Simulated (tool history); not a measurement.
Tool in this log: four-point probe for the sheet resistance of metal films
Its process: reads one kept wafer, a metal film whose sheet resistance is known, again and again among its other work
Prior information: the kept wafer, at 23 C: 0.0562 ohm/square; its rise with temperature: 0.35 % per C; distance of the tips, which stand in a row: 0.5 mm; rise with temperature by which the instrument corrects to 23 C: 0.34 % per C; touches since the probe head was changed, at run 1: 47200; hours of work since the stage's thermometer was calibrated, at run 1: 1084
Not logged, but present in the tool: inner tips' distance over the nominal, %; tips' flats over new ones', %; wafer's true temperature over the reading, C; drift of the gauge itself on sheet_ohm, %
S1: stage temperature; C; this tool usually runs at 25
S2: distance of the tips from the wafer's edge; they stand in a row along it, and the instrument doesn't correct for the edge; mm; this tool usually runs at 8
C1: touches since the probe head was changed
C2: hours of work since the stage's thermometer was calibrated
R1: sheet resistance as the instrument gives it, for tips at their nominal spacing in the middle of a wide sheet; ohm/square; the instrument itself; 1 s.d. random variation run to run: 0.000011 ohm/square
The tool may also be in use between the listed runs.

| run | day | S1 | S2 | C1 | C2 | R1 |
|---|---|---|---|---|---|---|
| 1 | 0.000 | 25 | 8 | 47200 | 1084 | 0.056306 |
| 2 | 2.746 | 25 | 8 | 49097 | 1112 | 0.056312 |
| 3 | 4.862 | 25 | 27 | 50559 | 1134 | 0.056214 |
| 4 | 8.825 | 19 | 8 | 53295 | 1174 | 0.056325 |
| 5 | 12.483 | 19 | 8 | 55822 | 1212 | 0.056316 |
| 6 | 14.854 | 25 | 8 | 57461 | 1236 | 0.056280 |
| 7 | 17.583 | 25 | 11 | 59347 | 1264 | 0.056257 |
| 8 | 22.408 | 25 | 11 | 62680 | 1313 | 0.056256 |
| 9 | 26.000 | 25 | 11 | 65160 | 1349 | 0.056270 |
|  | 26.692 | stage's thermometer calibrated |
| 10 | 29.946 | 22 | 8 | 67872 | 33 | 0.056304 |
| 11 | 32.558 | 25 | 8 | 69678 | 60 | 0.056310 |
| 12 | 34.742 | 30 | 8 | 71185 | 82 | 0.056322 |
| 13 | 38.621 | 25 | 49 | 73864 | 122 | 0.056191 |
| 14 | 42.379 | 25 | 49 | 76460 | 160 | 0.056211 |
| 15 | 46.308 | 25 | 8 | 79175 | 200 | 0.056306 |
| 16 | 50.662 | 25 | 8 | 82184 | 244 | 0.056292 |
| 17 | 54.500 | 25 | 8 | 84835 | 283 | 0.056341 |
| 18 | 57.404 | 25 | 8 | 86841 | 313 | 0.056310 |
| 19 | 60.233 | 25 | 8 | 88795 | 342 | 0.056308 |
| 20 | 62.946 | 25 | 8 | 90668 | 369 | 0.056327 |
| 21 | 66.208 | 25 | 53 | 92923 | 403 | 0.056200 |
| 22 | 70.029 | 25 | 53 | 95562 | 442 | 0.056187 |
| 23 | 74.300 | 25 | 53 | 98512 | 485 | 0.056206 |
| 24 | 76.729 | 25 | 53 | 100191 | 510 | 0.056189 |
| 25 | 79.525 | 33 | 13 | 102122 | 538 | 0.056249 |
| 26 | 82.583 | 21 | 4 | 104234 | 570 | 0.056659 |
| 27 | 86.821 | 30 | 14 | 107161 | 613 | 0.056245 |
| 28 | 90.971 | 23 | 8 | 110029 | 655 | 0.056285 |
| 29 | 94.304 | 30 | 14 | 112332 | 689 | 0.056230 |
| 30 | 98.500 | 31 | 11 | 115231 | 732 | 0.056264 |
| 31 | 100.625 | 20 | 11 | 116698 | 753 | 0.056231 |
|  | 101.667 | new probe head fitted |
| 32 | 103.833 | 31 | 11 | 1499 | 786 | 0.056290 |
| 33 | 107.362 | 31 | 11 | 3936 | 822 | 0.056280 |
| 34 | 110.846 | 32 | 4 | 6342 | 857 | 0.056688 |
| 35 | 114.112 | 32 | 4 | 8600 | 890 | 0.056694 |
| 36 | 117.729 | 31 | 5 | 11098 | 927 | 0.056529 |
| 37 | 121.608 | 25 | 5 | 13776 | 967 | 0.056508 |
| 38 | 125.392 | 25 | 5 | 16391 | 1005 | 0.056503 |
| 39 | 129.829 | 25 | 21 | 19457 | 1051 | 0.056221 |
| 40 | 133.738 | 25 | 21 | 22155 | 1090 | 0.056238 |
| 41 | 136.029 | 24 | 34 | 23739 | 1114 | 0.056184 |
| 42 | 138.938 | 18 | 40 | 25747 | 1143 | 0.056199 |
| 43 | 142.958 | 18 | 20 | 28525 | 1184 | 0.056214 |
| 44 | 147.762 | 32 | 43 | 31844 | 1233 | 0.056235 |
| 45 | 149.875 | 32 | 43 | 33304 | 1255 | 0.056220 |
| 46 | 153.571 | 28 | 53 | 35858 | 1293 | 0.056203 |

Measured minus without-hidden-state, run by run (identical run-to-run variation in each term; gauge scatter may differ):
| run | R1 |
|---|---|
| 1 | -0.000008 |
| 2 | -0.000008 |
| 3 | -0.000008 |
| 4 | -0.000008 |
| 5 | -0.000008 |
| 6 | -0.000008 |
| 7 | -0.000008 |
| 8 | -0.000009 |
| 9 | -0.000008 |
| 10 | -0.000007 |
| 11 | -0.000008 |
| 12 | -0.000007 |
| 13 | -0.000008 |
| 14 | -0.000008 |
| 15 | -0.000008 |
| 16 | -0.000009 |
| 17 | -0.000008 |
| 18 | -0.000009 |
| 19 | -0.000008 |
| 20 | -0.000009 |
| 21 | -0.000009 |
| 22 | -0.000009 |
| 23 | -0.000009 |
| 24 | -0.000009 |
| 25 | -0.000010 |
| 26 | -0.000010 |
| 27 | -0.000010 |
| 28 | -0.000010 |
| 29 | -0.000011 |
| 30 | -0.000011 |
| 31 | -0.000011 |
| 32 | +0.000002 |
| 33 | +0.000002 |
| 34 | +0.000002 |
| 35 | +0.000001 |
| 36 | +0.000001 |
| 37 | +0.000002 |
| 38 | +0.000001 |
| 39 | +0.000001 |
| 40 | +0.000001 |
| 41 | +0.000001 |
| 42 | +0.000001 |
| 43 | +0.000000 |
| 44 | +0.000001 |
| 45 | +0.000001 |
| 46 | +0.000000 |

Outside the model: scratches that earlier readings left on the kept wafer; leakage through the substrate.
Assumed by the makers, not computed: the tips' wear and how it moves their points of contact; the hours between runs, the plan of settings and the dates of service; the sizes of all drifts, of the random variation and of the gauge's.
